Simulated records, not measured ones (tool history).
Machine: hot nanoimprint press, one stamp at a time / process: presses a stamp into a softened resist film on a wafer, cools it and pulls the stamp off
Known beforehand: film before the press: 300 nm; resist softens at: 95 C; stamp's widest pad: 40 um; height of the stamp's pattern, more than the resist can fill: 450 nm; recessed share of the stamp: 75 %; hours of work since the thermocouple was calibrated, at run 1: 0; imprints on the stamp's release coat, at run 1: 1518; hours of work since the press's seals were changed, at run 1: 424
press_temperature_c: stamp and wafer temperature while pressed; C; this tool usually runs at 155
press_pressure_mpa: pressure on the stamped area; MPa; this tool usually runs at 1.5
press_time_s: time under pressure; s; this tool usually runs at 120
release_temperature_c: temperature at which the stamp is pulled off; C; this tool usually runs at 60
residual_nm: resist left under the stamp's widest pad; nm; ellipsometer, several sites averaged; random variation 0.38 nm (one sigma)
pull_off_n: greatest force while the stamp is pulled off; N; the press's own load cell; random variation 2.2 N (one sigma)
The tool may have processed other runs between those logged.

run,day,press_temperature_c,press_pressure_mpa,press_time_s,release_temperature_c,hours of work since the thermocouple was calibrated,imprints on the stamp's release coat,hours of work since the press's seals were changed,residual_nm,pull_off_n
1,0,155,1.5,120,60,0,1518,424,109.2,96
2,2.958,155,1.5,120,60,36,1730,460,109.9,102
3,4.921,155,1.5,120,60,60,1871,484,109.5,101
4,6.8,155,1.5,120,48,83,2006,507,109.6,126
# day 9.462: stamp cleaned and given a new release coat
5,9.629,155,1.5,120,48,114,12,538,109.9,125
6,12.738,155,1.5,120,48,152,236,576,109.3,123
7,14.462,155,1.5,120,48,173,360,597,109.7,122
8,16.925,155,1.5,120,48,203,536,627,110,128
9,18.7,155,1.5,120,48,224,664,649,109.4,122
10,20.508,155,1.5,120,48,246,794,670,109.8,127
11,23.038,155,1.5,72,60,277,975,701,130.4,103
# day 23.425: plate thermocouple calibrated
12,25.946,155,2.26,120,60,31,1175,735,86.6,101
13,27.338,156,1.5,120,60,48,1275,752,103.9,101
14,30.571,156,1.5,120,60,87,1507,791,104.3,101
15,32.196,156,1.5,120,60,107,1624,811,103.7,101
16,34.933,155,1.5,120,47,140,1821,844,109.3,128
17,36.354,153,1.95,120,53,157,1923,861,105.7,117
18,38.275,152,1.31,120,60,180,2061,885,137.6,102
# day 40.167: stamp cleaned and given a new release coat
19,40.525,152,1.31,120,60,205,26,909,138.1,97
20,43.396,152,1.31,120,60,240,233,944,138.1,101
# day 46.475: press's hydraulic seals changed and the load cell set to zero
# day 47.171: plate thermocouple calibrated
21,47.2,143,0.91,134,54,0,473,7,232.2,112
22,49.038,143,2.37,134,54,23,605,30,159.1,115
23,51.325,143,2.37,134,54,50,769,57,159.3,111
24,54.338,159,2.08,120,60,87,985,94,73.4,98
25,56.629,155,1.5,120,60,115,1150,122,109.9,101
26,59.342,155,1.5,120,60,148,1345,155,109.5,100
27,61.617,155,1.5,120,60,175,1508,182,108.8,100
28,64.521,150,1.5,85,60,211,1717,218,159.8,100
29,66.196,155,1.5,189,47,231,1837,238,92.5,130
30,69.083,149,1.01,120,63,266,2044,273,181,97

Forecast each of these 3 alternatives for the next run:
# day 70.388: plate thermocouple calibrated
# day 71.338: stamp cleaned and given a new release coat
A,72.654,155,1.07,120,60,24,95,312,?,?
# day 70.388: plate thermocouple calibrated
# day 71.338: stamp cleaned and given a new release coat
B,72.654,149,1.01,120,63,24,95,312,?,?
# day 70.388: plate thermocouple calibrated
# day 71.338: stamp cleaned and given a new release coat
C,72.654,162,1.5,134,60,24,95,312,?,?

run,residual_nm,pull_off_n
A,132.4,100
B,180.9,97
C,73.4,103
Take away the tool's hidden state, keep each run's random variation, and the runs would have read:
run,residual_nm,pull_off_n
A,132.4,100
B,180.9,97
C,73.4,102
